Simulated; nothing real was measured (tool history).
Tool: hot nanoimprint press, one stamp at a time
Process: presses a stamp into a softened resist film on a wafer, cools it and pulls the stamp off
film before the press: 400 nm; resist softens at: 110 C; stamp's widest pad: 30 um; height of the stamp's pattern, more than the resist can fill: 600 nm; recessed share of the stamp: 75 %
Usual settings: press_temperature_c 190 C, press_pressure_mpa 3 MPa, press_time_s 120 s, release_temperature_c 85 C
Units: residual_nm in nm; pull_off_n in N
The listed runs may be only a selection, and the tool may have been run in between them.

run 1 day=0 | press_temperature_c=190 press_pressure_mpa=3 press_time_s=120 release_temperature_c=85 | residual_nm=201.8 pull_off_n=122
run 2 day=0.167 | press_temperature_c=190 press_pressure_mpa=3 press_time_s=120 release_temperature_c=85 | residual_nm=202 pull_off_n=127
run 3 day=0.408 | press_temperature_c=190 press_pressure_mpa=3 press_time_s=120 release_temperature_c=85 | residual_nm=203.3 pull_off_n=124
run 4 day=0.571 | press_temperature_c=190 press_pressure_mpa=3 press_time_s=120 release_temperature_c=85 | residual_nm=202.2 pull_off_n=130
run 5 day=0.858 | press_temperature_c=190 press_pressure_mpa=3 press_time_s=120 release_temperature_c=85 | residual_nm=202.9 pull_off_n=127
run 6 day=1.212 | press_temperature_c=190 press_pressure_mpa=3 press_time_s=120 release_temperature_c=85 | residual_nm=202.4 pull_off_n=127
run 7 day=1.396 | press_temperature_c=190 press_pressure_mpa=3 press_time_s=131 release_temperature_c=85 | residual_nm=196.1 pull_off_n=128
run 8 day=1.688 | press_temperature_c=190 press_pressure_mpa=3 press_time_s=131 release_temperature_c=85 | residual_nm=195.6 pull_off_n=129
run 9 day=2.088 | press_temperature_c=190 press_pressure_mpa=3 press_time_s=131 release_temperature_c=85 | residual_nm=196.7 pull_off_n=128
run 10 day=2.288 | press_temperature_c=190 press_pressure_mpa=3 press_time_s=120 release_temperature_c=84 | residual_nm=202.5 pull_off_n=129
run 11 day=2.608 | press_temperature_c=190 press_pressure_mpa=3 press_time_s=120 release_temperature_c=85 | residual_nm=202.3 pull_off_n=124
run 12 day=2.808 | press_temperature_c=190 press_pressure_mpa=3 press_time_s=120 release_temperature_c=85 | residual_nm=202.5 pull_off_n=125
run 13 day=3.192 | press_temperature_c=190 press_pressure_mpa=3 press_time_s=120 release_temperature_c=72 | residual_nm=202.2 pull_off_n=144
run 14 day=3.408 | press_temperature_c=190 press_pressure_mpa=3 press_time_s=120 release_temperature_c=72 | residual_nm=203.6 pull_off_n=141
run 15 day=3.683 | press_temperature_c=190 press_pressure_mpa=3 press_time_s=120 release_temperature_c=85 | residual_nm=202 pull_off_n=128
run 16 day=3.896 | press_temperature_c=187 press_pressure_mpa=3.02 press_time_s=88 release_temperature_c=88 | residual_nm=251.5 pull_off_n=125
run 17 day=4.208 | press_temperature_c=190 press_pressure_mpa=3 press_time_s=102 release_temperature_c=80 | residual_nm=214.1 pull_off_n=137
run 18 day=4.446 | press_temperature_c=190 press_pressure_mpa=3 press_time_s=96 release_temperature_c=77 | residual_nm=220.1 pull_off_n=136
run 19 day=4.792 | press_temperature_c=199 press_pressure_mpa=3 press_time_s=120 release_temperature_c=85 | residual_nm=138.8 pull_off_n=127
run 20 day=5.121 | press_temperature_c=199 press_pressure_mpa=3 press_time_s=120 release_temperature_c=85 | residual_nm=139.9 pull_off_n=126
run 21 day=5.321 | press_temperature_c=199 press_pressure_mpa=3 press_time_s=120 release_temperature_c=85 | residual_nm=140 pull_off_n=135
run 22 day=5.492 | press_temperature_c=182 press_pressure_mpa=3.78 press_time_s=120 release_temperature_c=85 | residual_nm=255.3 pull_off_n=129
run 23 day=5.838 | press_temperature_c=190 press_pressure_mpa=3.98 press_time_s=120 release_temperature_c=79 | residual_nm=178.3 pull_off_n=138
run 24 day=6.162 | press_temperature_c=186 press_pressure_mpa=3.98 press_time_s=77 release_temperature_c=79 | residual_nm=245.1 pull_off_n=133
run 25 day=6.388 | press_temperature_c=186 press_pressure_mpa=3 press_time_s=120 release_temperature_c=77 | residual_nm=238.6 pull_off_n=136
run 26 day=6.65 | press_temperature_c=190 press_pressure_mpa=2.93 press_time_s=100 release_temperature_c=85 | residual_nm=220.3 pull_off_n=126
run 27 day=6.817 | press_temperature_c=194 press_pressure_mpa=1.95 press_time_s=171 release_temperature_c=92 | residual_nm=185.4 pull_off_n=122
run 28 day=7.088 | press_temperature_c=194 press_pressure_mpa=1.95 press_time_s=171 release_temperature_c=92 | residual_nm=184.6 pull_off_n=117
run 29 day=7.312 | press_temperature_c=190 press_pressure_mpa=4.25 press_time_s=63 release_temperature_c=85 | residual_nm=218.9 pull_off_n=131
run 30 day=7.612 | press_temperature_c=190 press_pressure_mpa=1.91 press_time_s=63 release_temperature_c=85 | residual_nm=290.4 pull_off_n=126

Measured result minus the same run's result without the hidden state. Both carry the same run-to-run variation, though not necessarily the same gauge scatter:
Hidden state present: true temperature over the reading, C; pressure that arrives at the usual setting, %; grip of the stamp's worn release coat, % over a new coat's; drift of the gauge itself on residual_nm, %; drift of the gauge itself on pull_off_n, %.
run=1 residual_nm=-0.2
run=2 residual_nm=-0.2
run=3 residual_nm=+0
run=4 residual_nm=+0
run=5 residual_nm=+0
run=6 residual_nm=+0.1
run=7 residual_nm=+0.2
run=8 residual_nm=+0.3
run=9 residual_nm=+0.4
run=10 residual_nm=+0.5
run=11 residual_nm=+0.5
run=12 residual_nm=+0.6
run=13 residual_nm=+0.7
run=14 residual_nm=+0.8
run=15 residual_nm=+0.9
run=16 residual_nm=+1.2
run=17 residual_nm=+1
run=18 residual_nm=+1.2
run=19 residual_nm=+0.8
run=20 residual_nm=+0.8
run=21 residual_nm=+0.8
run=22 residual_nm=+1.7
run=23 residual_nm=+1.2
run=24 residual_nm=+1.8
run=25 residual_nm=+1.9
run=26 residual_nm=+1.8
run=27 residual_nm=+1.5
run=28 residual_nm=+1.6
run=29 residual_nm=+2
run=30 residual_nm=+2.8
pull_off_n without the hidden state stays within 1 N of what was measured, in all runs.
